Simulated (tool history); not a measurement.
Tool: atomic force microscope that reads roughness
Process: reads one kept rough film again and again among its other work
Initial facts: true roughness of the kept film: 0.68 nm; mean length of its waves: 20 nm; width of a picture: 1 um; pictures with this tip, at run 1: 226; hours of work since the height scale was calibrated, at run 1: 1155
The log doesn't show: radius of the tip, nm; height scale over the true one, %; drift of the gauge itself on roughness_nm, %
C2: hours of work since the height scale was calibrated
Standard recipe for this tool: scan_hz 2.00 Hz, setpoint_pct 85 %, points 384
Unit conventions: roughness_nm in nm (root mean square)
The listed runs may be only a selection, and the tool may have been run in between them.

run 1 hour=0.0 | scan_hz=2.00 setpoint_pct=85 points=384 | pictures_with_this_tip=226 C2=1155 | roughness_nm=0.514
-- hour=54.2 new tip fitted
run 2 hour=76.3 | scan_hz=2.00 setpoint_pct=85 points=384 | pictures_with_this_tip=31 C2=1191 | roughness_nm=0.560
run 3 hour=145.3 | scan_hz=2.00 setpoint_pct=85 points=384 | pictures_with_this_tip=130 C2=1225 | roughness_nm=0.537
run 4 hour=220.7 | scan_hz=2.00 setpoint_pct=85 points=384 | pictures_with_this_tip=238 C2=1261 | roughness_nm=0.508
-- hour=263.9 new tip fitted
run 5 hour=293.7 | scan_hz=2.00 setpoint_pct=85 points=384 | pictures_with_this_tip=42 C2=1296 | roughness_nm=0.566
run 6 hour=337.5 | scan_hz=2.00 setpoint_pct=88 points=384 | pictures_with_this_tip=105 C2=1317 | roughness_nm=0.535
run 7 hour=388.7 | scan_hz=2.00 setpoint_pct=88 points=384 | pictures_with_this_tip=178 C2=1341 | roughness_nm=0.524
run 8 hour=447.1 | scan_hz=2.00 setpoint_pct=85 points=384 | pictures_with_this_tip=262 C2=1369 | roughness_nm=0.513
-- hour=474.1 new tip fitted
run 9 hour=493.7 | scan_hz=2.00 setpoint_pct=85 points=384 | pictures_with_this_tip=28 C2=1392 | roughness_nm=0.570
run 10 hour=538.1 | scan_hz=2.00 setpoint_pct=85 points=384 | pictures_with_this_tip=91 C2=1413 | roughness_nm=0.549
run 11 hour=591.8 | scan_hz=2.00 setpoint_pct=85 points=384 | pictures_with_this_tip=168 C2=1439 | roughness_nm=0.530
run 12 hour=668.7 | scan_hz=0.58 setpoint_pct=85 points=384 | pictures_with_this_tip=278 C2=1476 | roughness_nm=0.556
-- hour=683.2 new tip fitted
run 13 hour=710.1 | scan_hz=0.58 setpoint_pct=85 points=384 | pictures_with_this_tip=38 C2=1495 | roughness_nm=0.620
run 14 hour=779.9 | scan_hz=0.58 setpoint_pct=73 points=384 | pictures_with_this_tip=138 C2=1529 | roughness_nm=0.611
run 15 hour=839.2 | scan_hz=2.00 setpoint_pct=85 points=384 | pictures_with_this_tip=223 C2=1557 | roughness_nm=0.527
-- hour=897.5 new tip fitted
run 16 hour=899.8 | scan_hz=2.00 setpoint_pct=85 points=343 | pictures_with_this_tip=3 C2=1586 | roughness_nm=0.570
run 17 hour=975.1 | scan_hz=2.00 setpoint_pct=85 points=343 | pictures_with_this_tip=111 C2=1622 | roughness_nm=0.540
run 18 hour=1024.3 | scan_hz=2.63 setpoint_pct=90 points=343 | pictures_with_this_tip=181 C2=1646 | roughness_nm=0.490
run 19 hour=1078.1 | scan_hz=2.00 setpoint_pct=66 points=384 | pictures_with_this_tip=258 C2=1672 | roughness_nm=0.567
-- hour=1110.4 new tip fitted
run 20 hour=1142.4 | scan_hz=2.00 setpoint_pct=66 points=384 | pictures_with_this_tip=46 C2=1703 | roughness_nm=0.603
run 21 hour=1199.4 | scan_hz=0.69 setpoint_pct=73 points=675 | pictures_with_this_tip=128 C2=1730 | roughness_nm=0.602
run 22 hour=1245.2 | scan_hz=1.63 setpoint_pct=85 points=363 | pictures_with_this_tip=193 C2=1752 | roughness_nm=0.544
run 23 hour=1296.2 | scan_hz=1.63 setpoint_pct=85 points=363 | pictures_with_this_tip=266 C2=1776 | roughness_nm=0.529
-- hour=1321.5 new tip fitted
run 24 hour=1372.0 | scan_hz=3.10 setpoint_pct=88 points=345 | pictures_with_this_tip=72 C2=1813 | roughness_nm=0.498
run 25 hour=1420.5 | scan_hz=1.47 setpoint_pct=85 points=359 | pictures_with_this_tip=141 C2=1836 | roughness_nm=0.563
run 26 hour=1501.5 | scan_hz=0.85 setpoint_pct=85 points=274 | pictures_with_this_tip=257 C2=1875 | roughness_nm=0.552
-- hour=1534.1 new tip fitted
run 27 hour=1580.3 | scan_hz=1.94 setpoint_pct=77 points=612 | pictures_with_this_tip=66 C2=1913 | roughness_nm=0.598
run 28 hour=1631.6 | scan_hz=1.94 setpoint_pct=77 points=612 | pictures_with_this_tip=139 C2=1937 | roughness_nm=0.574
run 29 hour=1708.0 | scan_hz=1.81 setpoint_pct=86 points=875 | pictures_with_this_tip=249 C2=1974 | roughness_nm=0.535
-- hour=1727.8 height scale calibrated on a step standard
-- hour=1750.1 new tip fitted
run 30 hour=1784.8 | scan_hz=1.81 setpoint_pct=86 points=875 | pictures_with_this_tip=49 C2=27 | roughness_nm=0.560
run 31 hour=1852.0 | scan_hz=2.00 setpoint_pct=83 points=544 | pictures_with_this_tip=145 C2=59 | roughness_nm=0.535
run 32 hour=1898.2 | scan_hz=2.00 setpoint_pct=83 points=544 | pictures_with_this_tip=211 C2=82 | roughness_nm=0.530
run 33 hour=1946.3 | scan_hz=3.17 setpoint_pct=88 points=544 | pictures_with_this_tip=280 C2=105 | roughness_nm=0.462
-- hour=1961.7 new tip fitted
run 34 hour=2019.2 | scan_hz=2.25 setpoint_pct=85 points=400 | pictures_with_this_tip=83 C2=140 | roughness_nm=0.533

Forecast each of these 5 alternatives for the next run:
run A hour=2086.3 | scan_hz=2.00 setpoint_pct=85 points=482 | pictures_with_this_tip=179 C2=172 | roughness_nm=?
run B hour=2086.3 | scan_hz=1.38 setpoint_pct=87 points=288 | pictures_with_this_tip=179 C2=172 | roughness_nm=?
run C hour=2086.3 | scan_hz=3.11 setpoint_pct=85 points=524 | pictures_with_this_tip=179 C2=172 | roughness_nm=?
run D hour=2086.3 | scan_hz=0.64 setpoint_pct=58 points=844 | pictures_with_this_tip=179 C2=172 | roughness_nm=?
run E hour=2086.3 | scan_hz=2.79 setpoint_pct=85 points=400 | pictures_with_this_tip=179 C2=172 | roughness_nm=?

run=A roughness_nm=0.524
run=B roughness_nm=0.532
run=C roughness_nm=0.494
run=D roughness_nm=0.601
run=E roughness_nm=0.499
Without the tool's unlogged condition, the same runs would have read:
run=A roughness_nm=0.563
run=B roughness_nm=0.572
run=C roughness_nm=0.530
run=D roughness_nm=0.645
run=E roughness_nm=0.535

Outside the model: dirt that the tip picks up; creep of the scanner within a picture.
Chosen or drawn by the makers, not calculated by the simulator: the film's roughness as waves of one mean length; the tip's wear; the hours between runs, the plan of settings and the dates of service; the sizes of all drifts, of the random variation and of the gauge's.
